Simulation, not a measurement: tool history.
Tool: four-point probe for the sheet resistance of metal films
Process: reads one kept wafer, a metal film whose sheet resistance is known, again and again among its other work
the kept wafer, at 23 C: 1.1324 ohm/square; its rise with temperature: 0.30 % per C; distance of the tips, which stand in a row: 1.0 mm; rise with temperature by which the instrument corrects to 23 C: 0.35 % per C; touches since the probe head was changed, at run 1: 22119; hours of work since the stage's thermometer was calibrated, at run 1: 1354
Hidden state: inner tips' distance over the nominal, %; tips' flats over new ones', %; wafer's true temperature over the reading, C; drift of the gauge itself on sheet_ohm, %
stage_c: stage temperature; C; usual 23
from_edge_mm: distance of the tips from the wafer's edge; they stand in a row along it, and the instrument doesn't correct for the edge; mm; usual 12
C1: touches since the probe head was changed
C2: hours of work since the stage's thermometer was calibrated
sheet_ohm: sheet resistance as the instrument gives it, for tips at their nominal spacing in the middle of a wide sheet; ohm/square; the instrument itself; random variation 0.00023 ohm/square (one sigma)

{"run": 1, "hour": 0.0, "stage_c": 23, "from_edge_mm": 12, "C1": 22119, "C2": 1354, "sheet_ohm": 1.136008}
{"run": 2, "hour": 72.6, "stage_c": 23, "from_edge_mm": 12, "C1": 22915, "C2": 1392, "sheet_ohm": 1.136715}
{"run": 3, "hour": 121.8, "stage_c": 23, "from_edge_mm": 12, "C1": 23453, "C2": 1418, "sheet_ohm": 1.136738}
{"run": 4, "hour": 191.0, "stage_c": 23, "from_edge_mm": 12, "C1": 24212, "C2": 1455, "sheet_ohm": 1.136469}
{"run": 5, "hour": 259.4, "stage_c": 23, "from_edge_mm": 12, "C1": 24961, "C2": 1491, "sheet_ohm": 1.136575}
{"run": 6, "hour": 316.3, "stage_c": 23, "from_edge_mm": 12, "C1": 25585, "C2": 1521, "sheet_ohm": 1.136688}
{"run": 7, "hour": 362.8, "stage_c": 23, "from_edge_mm": 12, "C1": 26094, "C2": 1546, "sheet_ohm": 1.136538}
{"run": 8, "hour": 405.4, "stage_c": 23, "from_edge_mm": 12, "C1": 26561, "C2": 1568, "sheet_ohm": 1.136215}
{"run": 9, "hour": 469.1, "stage_c": 23, "from_edge_mm": 8, "C1": 27259, "C2": 1602, "sheet_ohm": 1.141871}
{"run": 10, "hour": 545.5, "stage_c": 23, "from_edge_mm": 8, "C1": 28096, "C2": 1642, "sheet_ohm": 1.141518}
{"run": 11, "hour": 636.8, "stage_c": 27, "from_edge_mm": 12, "C1": 29097, "C2": 1691, "sheet_ohm": 1.134388}
{"run": 12, "hour": 682.3, "stage_c": 27, "from_edge_mm": 51, "C1": 29595, "C2": 1715, "sheet_ohm": 1.130236}
{"run": 13, "hour": 732.6, "stage_c": 23, "from_edge_mm": 12, "C1": 30147, "C2": 1741, "sheet_ohm": 1.136725}
{"run": 14, "hour": 811.9, "stage_c": 23, "from_edge_mm": 12, "C1": 31015, "C2": 1783, "sheet_ohm": 1.136184}
{"run": 15, "hour": 877.2, "stage_c": 23, "from_edge_mm": 12, "C1": 31731, "C2": 1818, "sheet_ohm": 1.135896}
{"run": 16, "hour": 935.6, "stage_c": 23, "from_edge_mm": 12, "C1": 32371, "C2": 1848, "sheet_ohm": 1.136325}
{"run": 17, "hour": 983.8, "stage_c": 21, "from_edge_mm": 22, "C1": 32900, "C2": 1874, "sheet_ohm": 1.134534}
{"run": 18, "hour": 1036.8, "stage_c": 24, "from_edge_mm": 21, "C1": 33479, "C2": 1902, "sheet_ohm": 1.133013}
{"run": 19, "hour": 1105.4, "stage_c": 34, "from_edge_mm": 59, "C1": 34231, "C2": 1938, "sheet_ohm": 1.126639}
{"run": 20, "hour": 1196.0, "stage_c": 34, "from_edge_mm": 59, "C1": 35224, "C2": 1986, "sheet_ohm": 1.12685}
{"run": 21, "hour": 1287.9, "stage_c": 33, "from_edge_mm": 40, "C1": 36231, "C2": 2035, "sheet_ohm": 1.127252}
{"run": 22, "hour": 1367.5, "stage_c": 31, "from_edge_mm": 12, "C1": 37103, "C2": 2077, "sheet_ohm": 1.13221}
{"run": 23, "hour": 1442.6, "stage_c": 31, "from_edge_mm": 12, "C1": 37927, "C2": 2116, "sheet_ohm": 1.131836}
{"run": 24, "hour": 1513.5, "stage_c": 23, "from_edge_mm": 8, "C1": 38704, "C2": 2154, "sheet_ohm": 1.141707}
{"run": 25, "hour": 1601.2, "stage_c": 19, "from_edge_mm": 36, "C1": 39665, "C2": 2200, "sheet_ohm": 1.134995}
{"run": 26, "hour": 1648.8, "stage_c": 19, "from_edge_mm": 36, "C1": 40186, "C2": 2225, "sheet_ohm": 1.134891}
{"run": 27, "hour": 1720.5, "stage_c": 19, "from_edge_mm": 11, "C1": 40972, "C2": 2263, "sheet_ohm": 1.139374}
{"run": 28, "hour": 1781.3, "stage_c": 19, "from_edge_mm": 11, "C1": 41637, "C2": 2295, "sheet_ohm": 1.139799}
{"run": 29, "hour": 1864.8, "stage_c": 23, "from_edge_mm": 24, "C1": 42552, "C2": 2339, "sheet_ohm": 1.133087}
{"run": 30, "hour": 1926.7, "stage_c": 22, "from_edge_mm": 72, "C1": 43231, "C2": 2372, "sheet_ohm": 1.133001}
{"run": 31, "hour": 2011.3, "stage_c": 24, "from_edge_mm": 9, "C1": 44158, "C2": 2417, "sheet_ohm": 1.139344}

3 ways to go on from here, each from the tool as it stands after run 31. What would each give?
{"run": "A", "hour": 2088.3, "stage_c": 22, "from_edge_mm": 60, "C1": 45002, "C2": 2458, "sheet_ohm": "?"}
{"run": "B", "hour": 2088.3, "stage_c": 34, "from_edge_mm": 12, "C1": 45002, "C2": 2458, "sheet_ohm": "?"}
{"run": "C", "hour": 2088.3, "stage_c": 21, "from_edge_mm": 12, "C1": 45002, "C2": 2458, "sheet_ohm": "?"}

run=A sheet_ohm=1.132769
run=B sheet_ohm=1.130787
run=C sheet_ohm=1.137737
Without the tool's hidden state the same runs would have given:
run=A sheet_ohm=1.132904
run=B sheet_ohm=1.130921
run=C sheet_ohm=1.137873

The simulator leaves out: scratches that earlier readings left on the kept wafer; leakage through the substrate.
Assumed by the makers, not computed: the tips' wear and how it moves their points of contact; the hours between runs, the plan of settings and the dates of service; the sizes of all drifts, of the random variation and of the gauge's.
